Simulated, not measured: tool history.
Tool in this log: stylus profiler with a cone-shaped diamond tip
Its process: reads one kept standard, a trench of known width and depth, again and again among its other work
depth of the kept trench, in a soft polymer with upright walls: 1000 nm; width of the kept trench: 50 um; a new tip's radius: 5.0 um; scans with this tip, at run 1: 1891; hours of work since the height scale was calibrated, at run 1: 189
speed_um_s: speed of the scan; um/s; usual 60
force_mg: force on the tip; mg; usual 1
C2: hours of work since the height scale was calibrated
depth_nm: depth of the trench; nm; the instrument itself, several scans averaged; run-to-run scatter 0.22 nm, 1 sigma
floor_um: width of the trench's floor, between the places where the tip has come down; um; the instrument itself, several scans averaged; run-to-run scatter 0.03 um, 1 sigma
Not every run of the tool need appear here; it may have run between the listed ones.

run 1 hour=0 | speed_um_s=60 force_mg=1 | scans_with_this_tip=1891 C2=189 | depth_nm=1005.61 floor_um=42.32
run 2 hour=24.1 | speed_um_s=60 force_mg=1 | scans_with_this_tip=2016 C2=201 | depth_nm=1005.62 floor_um=42.3
run 3 hour=40.1 | speed_um_s=60 force_mg=1 | scans_with_this_tip=2099 C2=210 | depth_nm=1005.08 floor_um=42.24
run 4 hour=57.2 | speed_um_s=60 force_mg=1 | scans_with_this_tip=2188 C2=219 | depth_nm=1005.23 floor_um=42.23
run 5 hour=77.9 | speed_um_s=60 force_mg=1 | scans_with_this_tip=2295 C2=229 | depth_nm=1005.46 floor_um=42.17
run 6 hour=97.5 | speed_um_s=60 force_mg=1 | scans_with_this_tip=2397 C2=239 | depth_nm=1004.96 floor_um=42.1
run 7 hour=112.1 | speed_um_s=60 force_mg=1 | scans_with_this_tip=2472 C2=247 | depth_nm=1004.34 floor_um=42.05
run 8 hour=131.2 | speed_um_s=60 force_mg=1 | scans_with_this_tip=2571 C2=257 | depth_nm=1004.91 floor_um=42.09
run 9 hour=151.9 | speed_um_s=60 force_mg=1 | scans_with_this_tip=2679 C2=268 | depth_nm=1005.09 floor_um=41.95
run 10 hour=168.1 | speed_um_s=60 force_mg=1 | scans_with_this_tip=2763 C2=276 | depth_nm=1005.15 floor_um=41.92
run 11 hour=183.6 | speed_um_s=60 force_mg=1 | scans_with_this_tip=2844 C2=284 | depth_nm=1004.82 floor_um=41.87
run 12 hour=194.4 | speed_um_s=60 force_mg=1 | scans_with_this_tip=2899 C2=290 | depth_nm=1004.71 floor_um=41.9
run 13 hour=210 | speed_um_s=60 force_mg=0.5 | scans_with_this_tip=2980 C2=298 | depth_nm=1002.34 floor_um=41.61
run 14 hour=222.5 | speed_um_s=60 force_mg=0.5 | scans_with_this_tip=3045 C2=304 | depth_nm=1002.45 floor_um=41.59
run 15 hour=238.7 | speed_um_s=25 force_mg=1 | scans_with_this_tip=3129 C2=313 | depth_nm=1005.23 floor_um=42.05
run 16 hour=253.1 | speed_um_s=25 force_mg=1 | scans_with_this_tip=3204 C2=320 | depth_nm=1004.97 floor_um=42.04
run 17 hour=265.2 | speed_um_s=60 force_mg=1 | scans_with_this_tip=3267 C2=326 | depth_nm=1004.7 floor_um=41.72
-- hour=267.2 height scale calibrated on a step standard
run 18 hour=285.8 | speed_um_s=60 force_mg=1 | scans_with_this_tip=3371 C2=10 | depth_nm=1003.48 floor_um=41.68
run 19 hour=300.3 | speed_um_s=60 force_mg=1 | scans_with_this_tip=3446 C2=17 | depth_nm=1003.76 floor_um=41.64
run 20 hour=323.2 | speed_um_s=60 force_mg=1 | scans_with_this_tip=3565 C2=29 | depth_nm=1003.41 floor_um=41.57
run 21 hour=345.6 | speed_um_s=60 force_mg=1 | scans_with_this_tip=3681 C2=41 | depth_nm=1003.61 floor_um=41.51
run 22 hour=368.7 | speed_um_s=60 force_mg=1 | scans_with_this_tip=3801 C2=53 | depth_nm=1003.35 floor_um=41.45
run 23 hour=385 | speed_um_s=60 force_mg=1 | scans_with_this_tip=3886 C2=61 | depth_nm=1003.61 floor_um=41.4
run 24 hour=400 | speed_um_s=60 force_mg=1 | scans_with_this_tip=3963 C2=69 | depth_nm=1003.47 floor_um=41.41
-- hour=414.4 height scale calibrated on a step standard, once more
run 25 hour=418.6 | speed_um_s=60 force_mg=1.96 | scans_with_this_tip=4057 C2=2 | depth_nm=1009.98 floor_um=41.49
run 26 hour=434.7 | speed_um_s=60 force_mg=1.96 | scans_with_this_tip=4141 C2=11 | depth_nm=1010.07 floor_um=41.46
run 27 hour=449.3 | speed_um_s=119 force_mg=2.93 | scans_with_this_tip=4216 C2=18 | depth_nm=1013.82 floor_um=41.2
run 28 hour=467.8 | speed_um_s=222 force_mg=0.89 | scans_with_this_tip=4312 C2=28 | depth_nm=1006.03 floor_um=39.7
run 29 hour=485.2 | speed_um_s=32 force_mg=1.72 | scans_with_this_tip=4403 C2=37 | depth_nm=1008.92 floor_um=41.52
run 30 hour=497 | speed_um_s=87 force_mg=0.85 | scans_with_this_tip=4464 C2=43 | depth_nm=1005.59 floor_um=40.85
run 31 hour=520.6 | speed_um_s=127 force_mg=1.9 | scans_with_this_tip=4587 C2=55 | depth_nm=1009.96 floor_um=40.82
run 32 hour=532 | speed_um_s=127 force_mg=1.9 | scans_with_this_tip=4646 C2=61 | depth_nm=1009.66 floor_um=40.88
run 33 hour=546.9 | speed_um_s=114 force_mg=0.81 | scans_with_this_tip=4723 C2=69 | depth_nm=1005.2 floor_um=40.47
run 34 hour=561.9 | speed_um_s=38 force_mg=1.92 | scans_with_this_tip=4801 C2=76 | depth_nm=1009.85 floor_um=41.29
run 35 hour=577 | speed_um_s=38 force_mg=1.92 | scans_with_this_tip=4879 C2=84 | depth_nm=1009.81 floor_um=41.3
run 36 hour=587.4 | speed_um_s=38 force_mg=1.92 | scans_with_this_tip=4933 C2=90 | depth_nm=1009.55 floor_um=41.24
run 37 hour=603.4 | speed_um_s=124 force_mg=1 | scans_with_this_tip=5016 C2=98 | depth_nm=1005.69 floor_um=40.39
run 38 hour=626 | speed_um_s=124 force_mg=1 | scans_with_this_tip=5133 C2=110 | depth_nm=1005.46 floor_um=40.37
run 39 hour=639 | speed_um_s=61 force_mg=2.09 | scans_with_this_tip=5201 C2=116 | depth_nm=1009.98 floor_um=41
run 40 hour=660.6 | speed_um_s=61 force_mg=1.13 | scans_with_this_tip=5313 C2=128 | depth_nm=1005.92 floor_um=40.87
run 41 hour=673.1 | speed_um_s=222 force_mg=0.37 | scans_with_this_tip=5377 C2=134 | depth_nm=1002.14 floor_um=38.19
run 42 hour=697.8 | speed_um_s=22 force_mg=1.7 | scans_with_this_tip=5505 C2=147 | depth_nm=1008.7 floor_um=41.15
run 43 hour=707.9 | speed_um_s=22 force_mg=1.7 | scans_with_this_tip=5558 C2=152 | depth_nm=1008.1 floor_um=41.07
run 44 hour=723.5 | speed_um_s=22 force_mg=1.7 | scans_with_this_tip=5639 C2=160 | depth_nm=1008.93 floor_um=41.03
run 45 hour=734.2 | speed_um_s=168 force_mg=1 | scans_with_this_tip=5694 C2=166 | depth_nm=1005.37 floor_um=39.7

The next listed run, before its measurement:
run 46 hour=749.2 | speed_um_s=168 force_mg=1 | scans_with_this_tip=5772 C2=173 | depth_nm=? floor_um=?

{"run 46": {"depth_nm": 1005.67, "floor_um": 39.7}}
Minus the tool's unlogged condition, the same run would have read depth_nm 1006.69 nm, floor_um 42.57 um.
